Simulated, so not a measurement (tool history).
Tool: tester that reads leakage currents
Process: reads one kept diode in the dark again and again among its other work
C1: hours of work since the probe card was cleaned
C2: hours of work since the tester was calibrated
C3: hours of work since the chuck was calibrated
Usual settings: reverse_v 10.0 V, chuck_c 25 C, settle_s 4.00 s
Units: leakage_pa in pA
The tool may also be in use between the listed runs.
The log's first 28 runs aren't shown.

run 29 hour=3009.9 | reverse_v=15.9 chuck_c=21 settle_s=4.00 | C1=349 C2=2084 C3=488 | leakage_pa=19.04
run 30 hour=3131.0 | reverse_v=5.0 chuck_c=21 settle_s=1.45 | C1=417 C2=2152 C3=557 | leakage_pa=10.82
run 31 hour=3261.8 | reverse_v=5.0 chuck_c=21 settle_s=1.45 | C1=491 C2=2226 C3=631 | leakage_pa=11.03
run 32 hour=3325.3 | reverse_v=5.5 chuck_c=25 settle_s=4.63 | C1=527 C2=2262 C3=667 | leakage_pa=15.68
-- hour=3384.5 chuck's temperature calibrated
run 33 hour=3450.3 | reverse_v=1.1 chuck_c=25 settle_s=4.00 | C1=597 C2=2332 C3=37 | leakage_pa=7.81
run 34 hour=3591.6 | reverse_v=10.0 chuck_c=42 settle_s=3.76 | C1=677 C2=2412 C3=117 | leakage_pa=77.14
run 35 hour=3669.8 | reverse_v=10.0 chuck_c=42 settle_s=3.76 | C1=721 C2=2456 C3=161 | leakage_pa=77.78
run 36 hour=3812.2 | reverse_v=10.0 chuck_c=42 settle_s=3.76 | C1=802 C2=2536 C3=242 | leakage_pa=77.68
run 37 hour=3916.3 | reverse_v=12.3 chuck_c=36 settle_s=9.24 | C1=861 C2=2595 C3=301 | leakage_pa=56.08
run 38 hour=4016.0 | reverse_v=12.3 chuck_c=36 settle_s=9.24 | C1=917 C2=2652 C3=357 | leakage_pa=56.09
run 39 hour=4168.4 | reverse_v=1.1 chuck_c=53 settle_s=0.99 | C1=1003 C2=2738 C3=444 | leakage_pa=68.10
run 40 hour=4304.5 | reverse_v=9.2 chuck_c=22 settle_s=1.14 | C1=1080 C2=2815 C3=521 | leakage_pa=20.61

4 ways to go on from here, each from the tool as it stands after run 40. What would each give?
run A hour=4444.0 | reverse_v=4.3 chuck_c=22 settle_s=1.14 | C1=1159 C2=2894 C3=600 | leakage_pa=?
run B hour=4444.0 | reverse_v=4.1 chuck_c=22 settle_s=1.14 | C1=1159 C2=2894 C3=600 | leakage_pa=?
run C hour=4444.0 | reverse_v=3.7 chuck_c=35 settle_s=0.60 | C1=1159 C2=2894 C3=600 | leakage_pa=?
run D hour=4444.0 | reverse_v=4.2 chuck_c=33 settle_s=0.42 | C1=1159 C2=2894 C3=600 | leakage_pa=?

run=A leakage_pa=13.00
run=B leakage_pa=12.74
run=C leakage_pa=30.03
run=D leakage_pa=27.87
Without the tool's hidden state the same runs would have given:
run=A leakage_pa=9.71
run=B leakage_pa=9.61
run=C leakage_pa=27.76
run=D leakage_pa=25.08

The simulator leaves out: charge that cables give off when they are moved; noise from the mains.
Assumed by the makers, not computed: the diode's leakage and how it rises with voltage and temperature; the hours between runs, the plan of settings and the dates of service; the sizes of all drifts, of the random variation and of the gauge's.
